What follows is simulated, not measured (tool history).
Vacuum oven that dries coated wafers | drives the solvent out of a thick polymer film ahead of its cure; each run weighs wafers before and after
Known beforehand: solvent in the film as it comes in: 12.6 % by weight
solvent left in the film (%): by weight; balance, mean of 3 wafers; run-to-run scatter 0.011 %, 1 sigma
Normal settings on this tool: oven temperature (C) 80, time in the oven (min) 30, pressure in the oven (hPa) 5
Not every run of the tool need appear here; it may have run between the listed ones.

run,hour,oven temperature (C),time in the oven (min),pressure in the oven (hPa),solvent left in the film (%)
1,0,80,30,5,0.53
2,30.3,80,30,5,0.52
3,75.8,80,30,5,0.54
4,102.4,80,33,5,0.44
5,146.3,80,30,5,0.51
6,176,80,30,5,0.53
7,212.8,80,30,5,0.52
8,259.1,84,30,19.58,0.63
9,301.6,84,31,10.75,0.44
10,348,75,16,5,2.51
11,376.6,75,16,5,2.5

Run 12 has not been measured yet. What should we expect?
12,398.6,80,16,6.51,?

Run 12 came out at solvent left in the film (%) 1.79.
With the hidden condition absent and the run-to-run variation left alone, this run would have shown solvent left in the film (%) 1.9.
